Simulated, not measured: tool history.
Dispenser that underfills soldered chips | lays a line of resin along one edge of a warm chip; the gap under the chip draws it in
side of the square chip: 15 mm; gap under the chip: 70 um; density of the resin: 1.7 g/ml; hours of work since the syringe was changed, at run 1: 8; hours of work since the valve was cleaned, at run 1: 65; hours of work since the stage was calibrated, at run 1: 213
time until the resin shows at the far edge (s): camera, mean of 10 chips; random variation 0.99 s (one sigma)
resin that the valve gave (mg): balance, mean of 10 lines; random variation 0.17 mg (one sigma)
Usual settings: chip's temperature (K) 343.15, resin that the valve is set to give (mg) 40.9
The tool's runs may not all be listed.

run     day  chip's temperature (K)  resin that the valve is set to give (mg)  hours of work since the syringe was changed  hours of work since the valve was cleaned  hours of work since the stage was calibrated  time until the resin shows at the far edge (s)  resin that the valve gave (mg)
  1       0                  343.15                                      40.9                                            8                                         65                                           213                                           183.3                           38.15
       0.15  -- new syringe of resin
  2   0.321                  343.15                                      40.9                                            3                                         69                                           218                                           125.3                           38.19
      0.846  -- new syringe of resin
  3     0.9                  343.15                                      40.9                                            1                                         78                                           226                                             108                           37.88
  4   1.317                  343.15                                      40.9                                            7                                         84                                           232                                             175                           37.72
      1.525  -- new syringe of resin
  5   1.921                  343.15                                      40.9                                            6                                         92                                           241                                           160.8                           37.02
      2.221  -- new syringe of resin
      2.262  -- dispensing valve cleaned and set on the balance
  6   2.525                  338.15                                      40.9                                            4                                          4                                           249                                           177.1                           40.59
      2.946  -- new syringe of resin
  7   3.038                  338.15                                      40.9                                            1                                         11                                           256                                           146.9                           40.59
  8   3.508                  338.15                                      40.9                                            8                                         18                                           263                                           259.5                           40.14
      3.617  -- new syringe of resin
  9   4.046                  338.15                                      40.9                                            6                                         26                                           271                                           216.4                           39.73
      4.288  -- new syringe of resin
 10   4.354                  338.15                                      40.9                                            1                                         30                                           275                                           139.5                           39.67
 11   4.679                  338.15                                      40.9                                            6                                         35                                           280                                           210.3                           39.27
      4.988  -- new syringe of resin
 12   5.292                  338.15                                      40.9                                            4                                         44                                           289                                           188.9                           39.15
      5.688  -- new syringe of resin
 13   5.742                  338.15                                      40.9                                            1                                         50                                           295                                           138.8                           38.63
 14   6.221                  338.15                                      40.9                                            8                                         57                                           302                                           248.4                           38.51
      6.362  -- new syringe of resin
 15   6.625                  338.15                                      40.9                                            4                                         63                                           308                                           183.9                           38.67
 16   6.983                  338.15                                      40.9                                            9                                         69                                           314                                           279.2                           38.19
      7.033  -- new syringe of resin
 17   7.321                  343.15                                      40.9                                            4                                         73                                           318                                           147.3                           38.11
      7.688  -- new syringe of resin
 18   7.821                  345.15                                      39.9                                            2                                         81                                           326                                           110.1                            36.6
 19   8.196                  347.15                                        38                                            7                                         86                                           331                                           157.5                           34.91
      8.379  -- new syringe of resin
 20   8.704                  335.15                                        35                                            5                                         93                                           338                                           242.9                           31.89
      8.808  -- stage's temperature calibrated
      9.004  -- dispensing valve cleaned and set on the balance
      9.154  -- new syringe of resin
 21   9.254                  330.15                                      45.6                                            1                                          4                                             6                                           209.2                           45.79
 22   9.558                  330.15                                      45.6                                            6                                          8                                            10                                           304.6                           45.47
      9.829  -- new syringe of resin
 23   9.892                  352.15                                      40.9                                            1                                         13                                            15                                            64.3                           40.47
 24  10.238                  352.15                                      40.9                                            6                                         18                                            20                                            99.4                           40.09
     10.496  -- new syringe of resin
 25  10.596                  352.15                                      40.9                                            1                                         23                                            25                                            70.6                           39.82
     11.167  -- new syringe of resin
 26  11.183                  346.15                                      36.6                                            0                                         31                                            34                                            84.7                           35.65
 27  11.517                  339.15                                        49                                            5                                         36                                            39                                           174.1                           47.12
 28  11.783                  346.15                                      48.7                                            9                                         40                                            43                                           165.4                           46.89
     11.854  -- new syringe of resin
 29  12.171                  346.15                                      48.7                                            5                                         46                                            48                                             118                           46.57
      12.55  -- new syringe of resin
 30  12.642                  336.15                                      35.1                                            1                                         53                                            55                                           159.8                           33.45
 31      13                  341.15                                      43.8                                            7                                         58                                            60                                             180                           41.49
     13.233  -- new syringe of resin
 32  13.633                  341.15                                      52.5                                            6                                         67                                            69                                             172                           48.94
     13.929  -- new syringe of resin
 33  14.167                  341.15                                      35.4                                            4                                         75                                            77                                           151.5                           33.07
       14.6  -- new syringe of resin
 34   14.75                  342.15                                      45.2                                            2                                         83                                            85                                           120.4                           41.45

Some steps in time until the resin shows at the far edge (s) between neighbouring runs. How much of each would the tool show without its hidden state too (settings, what came in, random variation), and how much is left for the hidden state, with any gauge scatter that isn't in both results?
The hidden state here: resin's viscosity, % of fresh resin's; dose that the valve gives, % of what is set; true chip temperature over the reading, C; drift of the gauge itself on fill_s, %; drift of the gauge itself on given_mg, %.
Run 7 -> 8: no setting changed, nothing entered. time until the resin shows at the far edge (s) +112.6: hidden state +111.3, all else +1.3.
Run 13 -> 14: no setting changed, nothing entered. time until the resin shows at the far edge (s) +109.6: hidden state +108.4, all else +1.2.
Run 16 -> 17: chip's temperature (K) 338.15 -> 343.15, new syringe of resin. time until the resin shows at the far edge (s) -131.9: hidden state -105.3, all else -26.6.
Run 22 -> 23: chip's temperature (K) 330.15 -> 352.15, resin that the valve is set to give (mg) 45.6 -> 40.9, new syringe of resin. time until the resin shows at the far edge (s) -240.3: hidden state -113.2, all else -127.1.
